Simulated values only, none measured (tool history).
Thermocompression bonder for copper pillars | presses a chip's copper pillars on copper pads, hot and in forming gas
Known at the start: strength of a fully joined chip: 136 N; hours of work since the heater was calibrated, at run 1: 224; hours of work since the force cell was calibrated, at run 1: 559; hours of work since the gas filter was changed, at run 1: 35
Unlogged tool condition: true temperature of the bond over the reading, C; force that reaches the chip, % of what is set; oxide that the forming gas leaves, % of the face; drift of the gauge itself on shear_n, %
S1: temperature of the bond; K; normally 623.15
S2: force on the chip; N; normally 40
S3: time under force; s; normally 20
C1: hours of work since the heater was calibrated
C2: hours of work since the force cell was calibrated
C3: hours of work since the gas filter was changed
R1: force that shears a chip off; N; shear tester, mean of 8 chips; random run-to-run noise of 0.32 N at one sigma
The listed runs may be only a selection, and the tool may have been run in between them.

run     day      S1  S2  S3   C1   C2   C3    R1
  1   0.000  623.15  40  20  224  559   35  55.0
  2   3.283  623.15  40  20  275  610   86  55.1
  3   6.688  623.15  40  38  328  662  138  69.1
  4   9.654  623.15  40  20  374  708  184  54.2
     10.038  -- force cell calibrated
  5  11.983  623.15  40  20  409   30  219  55.2
     12.150  -- forming gas filter changed
  6  14.492  650.15  40  20  447   68   36  71.7
  7  17.279  623.15  40  20  490  111   79  55.9
  8  20.038  623.15  40  17  533  154  122  53.2
  9  22.342  623.15  40  20  568  190  157  56.1
 10  24.758  623.15  40  20  606  227  195  55.8
     26.438  -- forming gas filter changed
 11  27.742  623.15  40  20  651  273   20  57.4
 12  29.225  623.15  40  20  674  296   43  56.7
 13  32.571  623.15  40  20  726  347   95  56.6
 14  34.042  623.15  40  20  749  370  117  55.9
 15  36.683  623.15  40  20  789  411  158  56.3
 16  38.375  623.15  40  20  815  437  184  55.5
     38.783  -- heater calibrated with a thermocouple chip
     41.004  -- forming gas filter changed
 17  41.742  623.15  40  20   45  487   11  58.1
 18  45.229  623.15  40  20   99  541   65  57.4
 19  46.996  623.15  40  20  126  568   92  56.7
 20  48.458  641.15  40  20  149  591  115  66.7
 21  50.188  623.15  40  27  176  618  142  63.3
 22  53.579  623.15  40  25  228  670  194  61.4
     55.400  -- forming gas filter changed
     56.350  -- force cell calibrated
 23  57.133  594.15  30  32  282   12   26  43.0
     58.550  -- heater calibrated with a thermocouple chip, once more
 24  58.754  639.15  40  13    3   36   50  54.5
 25  62.167  624.15  40  54   56   89  102  78.3
 26  64.808  624.15  40  54   97  129  143  78.0
 27  66.775  624.15  32  12  127  160  173  37.7

Expected results for the next run?
 28  68.788  644.15  40  20  158  191  204   ?

R1: 66.3 N
Minus the tool's unlogged condition, the same run would have read R1 68.2 N.

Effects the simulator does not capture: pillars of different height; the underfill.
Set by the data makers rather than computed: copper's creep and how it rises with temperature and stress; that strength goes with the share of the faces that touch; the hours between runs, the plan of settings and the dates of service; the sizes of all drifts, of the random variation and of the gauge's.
